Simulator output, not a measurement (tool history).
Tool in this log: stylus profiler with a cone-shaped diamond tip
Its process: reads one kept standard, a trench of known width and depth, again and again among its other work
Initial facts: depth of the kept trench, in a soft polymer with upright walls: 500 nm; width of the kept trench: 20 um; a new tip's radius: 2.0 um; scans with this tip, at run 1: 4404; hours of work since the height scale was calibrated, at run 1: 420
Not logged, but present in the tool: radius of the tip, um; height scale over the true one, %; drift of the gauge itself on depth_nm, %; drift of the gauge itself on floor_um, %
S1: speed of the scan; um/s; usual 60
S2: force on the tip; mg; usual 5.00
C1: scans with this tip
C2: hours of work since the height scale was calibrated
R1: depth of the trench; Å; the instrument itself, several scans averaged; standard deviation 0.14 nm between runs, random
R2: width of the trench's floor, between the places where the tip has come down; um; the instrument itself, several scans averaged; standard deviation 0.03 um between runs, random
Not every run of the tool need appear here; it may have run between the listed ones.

run 1 hour=0.0 | S1=60 S2=5.00 | C1=4404 C2=420 | R1=5064.4 R2=15.70
run 2 hour=45.1 | S1=24 S2=5.00 | C1=4754 C2=453 | R1=5063.7 R2=15.72
run 3 hour=67.2 | S1=24 S2=5.00 | C1=4926 C2=469 | R1=5063.1 R2=15.68
run 4 hour=108.2 | S1=24 S2=5.00 | C1=5245 C2=500 | R1=5065.9 R2=15.60
run 5 hour=130.5 | S1=60 S2=5.97 | C1=5417 C2=516 | R1=5072.0 R2=15.45
run 6 hour=161.3 | S1=60 S2=5.97 | C1=5657 C2=539 | R1=5072.7 R2=15.42
run 7 hour=198.5 | S1=60 S2=5.97 | C1=5946 C2=566 | R1=5072.0 R2=15.36
run 8 hour=230.6 | S1=56 S2=3.41 | C1=6196 C2=590 | R1=5047.2 R2=15.24
-- hour=234.1 height scale calibrated on a step standard
run 9 hour=257.6 | S1=73 S2=1.71 | C1=6401 C2=17 | R1=5023.2 R2=15.02
run 10 hour=303.7 | S1=73 S2=2.93 | C1=6759 C2=52 | R1=5036.7 R2=15.04
-- hour=330.4 height scale calibrated on a step standard, once more
run 11 hour=344.8 | S1=23 S2=4.86 | C1=7074 C2=11 | R1=5074.3 R2=15.21
run 12 hour=375.0 | S1=23 S2=4.86 | C1=7309 C2=33 | R1=5074.2 R2=15.21

The logged runs with the hidden state left out (each run's random variation unchanged):
run=1 R1=5074.4 R2=17.16
run=2 R1=5074.3 R2=17.27
run=3 R1=5074.0 R2=17.28
run=4 R1=5077.4 R2=17.28
run=5 R1=5083.8 R2=17.17
run=6 R1=5084.9 R2=17.20
run=7 R1=5084.7 R2=17.20
run=8 R1=5060.3 R2=17.14
run=9 R1=5038.3 R2=16.97
run=10 R1=5052.5 R2=17.06
run=11 R1=5073.0 R2=17.31
run=12 R1=5073.2 R2=17.35
